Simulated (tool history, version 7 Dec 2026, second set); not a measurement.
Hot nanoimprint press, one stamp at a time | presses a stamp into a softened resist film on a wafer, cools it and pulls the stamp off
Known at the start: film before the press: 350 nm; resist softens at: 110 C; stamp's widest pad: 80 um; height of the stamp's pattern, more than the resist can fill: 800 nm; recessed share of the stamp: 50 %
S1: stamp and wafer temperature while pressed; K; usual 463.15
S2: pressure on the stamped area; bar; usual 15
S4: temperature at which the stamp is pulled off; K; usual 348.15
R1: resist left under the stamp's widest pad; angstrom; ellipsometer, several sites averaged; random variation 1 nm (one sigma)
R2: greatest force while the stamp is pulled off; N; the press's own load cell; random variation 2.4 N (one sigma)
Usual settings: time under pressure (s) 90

{"run": 1, "hour": 0.0, "S1": 463.15, "S2": 15, "time under pressure (s)": 90, "S4": 348.15, "R1": 1890, "R2": 139}
{"run": 2, "hour": 11.9, "S1": 463.15, "S2": 15, "time under pressure (s)": 90, "S4": 348.15, "R1": 1882, "R2": 140}
{"run": 3, "hour": 28.0, "S1": 463.15, "S2": 15, "time under pressure (s)": 90, "S4": 337.15, "R1": 1902, "R2": 158}
{"run": 4, "hour": 42.3, "S1": 463.15, "S2": 15, "time under pressure (s)": 90, "S4": 348.15, "R1": 1908, "R2": 143}
{"run": 5, "hour": 55.5, "S1": 470.15, "S2": 15, "time under pressure (s)": 90, "S4": 348.15, "R1": 1371, "R2": 139}
{"run": 6, "hour": 63.0, "S1": 463.15, "S2": 15, "time under pressure (s)": 90, "S4": 348.15, "R1": 1904, "R2": 144}
{"run": 7, "hour": 73.7, "S1": 463.15, "S2": 22, "time under pressure (s)": 90, "S4": 348.15, "R1": 1645, "R2": 141}
{"run": 8, "hour": 84.9, "S1": 463.15, "S2": 22, "time under pressure (s)": 90, "S4": 348.15, "R1": 1653, "R2": 151}
{"run": 9, "hour": 101.0, "S1": 463.15, "S2": 22, "time under pressure (s)": 90, "S4": 348.15, "R1": 1645, "R2": 147}
{"run": 10, "hour": 115.0, "S1": 463.15, "S2": 12.5, "time under pressure (s)": 90, "S4": 348.15, "R1": 2054, "R2": 144}
{"run": 11, "hour": 126.7, "S1": 463.15, "S2": 12.5, "time under pressure (s)": 90, "S4": 354.15, "R1": 2055, "R2": 132}
{"run": 12, "hour": 133.8, "S1": 463.15, "S2": 12.5, "time under pressure (s)": 90, "S4": 354.15, "R1": 2027, "R2": 134}
{"run": 13, "hour": 144.2, "S1": 463.15, "S2": 15, "time under pressure (s)": 90, "S4": 335.15, "R1": 1937, "R2": 169}
{"run": 14, "hour": 157.9, "S1": 463.15, "S2": 23.6, "time under pressure (s)": 90, "S4": 335.15, "R1": 1607, "R2": 171}
{"run": 15, "hour": 172.3, "S1": 463.15, "S2": 23.6, "time under pressure (s)": 90, "S4": 335.15, "R1": 1630, "R2": 172}
{"run": 16, "hour": 182.6, "S1": 452.15, "S2": 15, "time under pressure (s)": 109, "S4": 348.15, "R1": 2764, "R2": 151}
{"run": 17, "hour": 191.6, "S1": 454.15, "S2": 16, "time under pressure (s)": 47, "S4": 340.15, "R1": 2992, "R2": 164}
{"run": 18, "hour": 201.5, "S1": 455.15, "S2": 15, "time under pressure (s)": 90, "S4": 336.15, "R1": 2619, "R2": 174}
{"run": 19, "hour": 209.6, "S1": 466.15, "S2": 15, "time under pressure (s)": 71, "S4": 336.15, "R1": 1846, "R2": 176}
{"run": 20, "hour": 222.1, "S1": 466.15, "S2": 15, "time under pressure (s)": 71, "S4": 336.15, "R1": 1834, "R2": 177}
{"run": 21, "hour": 233.0, "S1": 463.15, "S2": 15, "time under pressure (s)": 90, "S4": 349.15, "R1": 1937, "R2": 151}
{"run": 22, "hour": 242.9, "S1": 474.15, "S2": 14.1, "time under pressure (s)": 127, "S4": 348.15, "R1": 1012, "R2": 147}
{"run": 23, "hour": 259.3, "S1": 475.15, "S2": 14.1, "time under pressure (s)": 108, "S4": 348.15, "R1": 1030, "R2": 153}
{"hour": 267.7, "done": "plate thermocouple calibrated"}
{"run": 24, "hour": 271.7, "S1": 475.15, "S2": 14.1, "time under pressure (s)": 120, "S4": 348.15, "R1": 882, "R2": 149}
{"run": 25, "hour": 288.4, "S1": 475.15, "S2": 14.1, "time under pressure (s)": 120, "S4": 348.15, "R1": 906, "R2": 150}
{"run": 26, "hour": 296.6, "S1": 475.15, "S2": 14.1, "time under pressure (s)": 120, "S4": 348.15, "R1": 902, "R2": 153}
{"run": 27, "hour": 311.7, "S1": 463.15, "S2": 22.6, "time under pressure (s)": 68, "S4": 348.15, "R1": 1676, "R2": 150}
{"run": 28, "hour": 324.9, "S1": 463.15, "S2": 22.6, "time under pressure (s)": 83, "S4": 348.15, "R1": 1563, "R2": 149}
{"run": 29, "hour": 335.1, "S1": 463.15, "S2": 22.6, "time under pressure (s)": 83, "S4": 348.15, "R1": 1588, "R2": 156}

Forecast run 30:
{"run": 30, "hour": 349.7, "S1": 474.15, "S2": 19.4, "time under pressure (s)": 88, "S4": 354.15, "R1": "?", "R2": "?"}

{"run 30": {"R1": 945, "R2": 142}}
Without the tool's hidden state the same run would have given R1 947 angstrom, R2 124 N.
